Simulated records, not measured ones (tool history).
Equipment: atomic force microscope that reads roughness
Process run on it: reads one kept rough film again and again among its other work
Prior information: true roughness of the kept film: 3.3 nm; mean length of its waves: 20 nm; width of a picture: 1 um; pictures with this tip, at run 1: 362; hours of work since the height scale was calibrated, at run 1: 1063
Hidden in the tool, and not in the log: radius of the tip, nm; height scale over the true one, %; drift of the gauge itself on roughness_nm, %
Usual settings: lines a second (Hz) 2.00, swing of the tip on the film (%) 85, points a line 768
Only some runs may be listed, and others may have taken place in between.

run,hour,lines a second (Hz),swing of the tip on the film (%),points a line,pictures with this tip,hours of work since the height scale was calibrated,roughness of the kept film (nm (root mean square))
1,0.0,2.00,85,768,362,1063,1.195
# hour 29.7: new tip fitted
2,32.4,2.00,85,768,2,1079,2.099
3,85.2,2.00,64,768,45,1106,2.103
4,121.9,2.00,64,768,76,1124,2.005
5,154.6,2.00,85,768,103,1140,1.723
6,208.0,2.00,85,768,147,1167,1.612
7,260.7,2.00,85,561,190,1193,1.500
8,313.3,2.00,85,561,233,1219,1.404
9,345.4,2.00,85,561,260,1235,1.353
10,370.7,2.00,85,561,281,1248,1.317
11,417.3,2.00,85,561,319,1271,1.256
12,444.1,2.00,85,561,341,1284,1.205
13,488.6,2.00,85,768,378,1307,1.152
# hour 498.9: new tip fitted
14,538.0,2.00,58,768,32,1331,2.157
15,589.5,2.00,63,768,75,1357,1.944
16,638.8,2.00,63,768,115,1381,1.835
17,689.6,2.00,63,768,157,1406,1.715
18,739.6,2.00,85,683,198,1431,1.447
19,783.1,2.00,85,683,234,1453,1.382
20,819.1,2.00,85,683,264,1471,1.332
21,856.3,2.00,85,683,295,1489,1.278
22,899.6,2.48,85,683,330,1511,1.173
23,956.5,1.25,73,977,377,1539,1.249
# hour 969.2: new tip fitted
24,992.7,1.25,73,667,20,1557,2.192
25,1036.5,0.50,85,876,56,1579,2.089
26,1074.2,2.03,85,529,87,1598,1.762
27,1121.5,1.31,63,768,126,1621,1.870
28,1158.4,1.31,63,580,156,1640,1.771
29,1202.8,1.31,63,580,193,1662,1.653
30,1259.4,1.09,84,768,239,1690,1.480
31,1316.5,1.96,62,525,286,1718,1.440
32,1345.5,3.69,84,841,310,1733,1.146
33,1388.0,3.05,84,841,345,1754,1.130
34,1419.4,2.71,85,768,371,1770,1.118
# hour 1437.8: new tip fitted
35,1465.7,0.55,81,768,23,1792,2.191

How would selected steps in roughness of the kept film (nm (root mean square)) from run to run divide? Give the signed amount a tool lacking its hidden state would still show from settings, what came in and random variation, and the signed amount left for the hidden state, including any gauge scatter that is not in both of the compared results.
Run 1 -> 2: new tip fitted. roughness of the kept film (nm (root mean square)) +0.904: hidden state +0.903, all else +0.001.
Run 13 -> 14: swing of the tip on the film (%) 85 -> 58, new tip fitted. roughness of the kept film (nm (root mean square)) +1.005: hidden state +0.714, all else +0.291.
Run 23 -> 24: points a line 977 -> 667, new tip fitted. roughness of the kept film (nm (root mean square)) +0.943: hidden state +0.955, all else -0.012.
Run 34 -> 35: lines a second (Hz) 2.71 -> 0.55, swing of the tip on the film (%) 85 -> 81, new tip fitted. roughness of the kept film (nm (root mean square)) +1.073: hidden state +0.741, all else +0.332.

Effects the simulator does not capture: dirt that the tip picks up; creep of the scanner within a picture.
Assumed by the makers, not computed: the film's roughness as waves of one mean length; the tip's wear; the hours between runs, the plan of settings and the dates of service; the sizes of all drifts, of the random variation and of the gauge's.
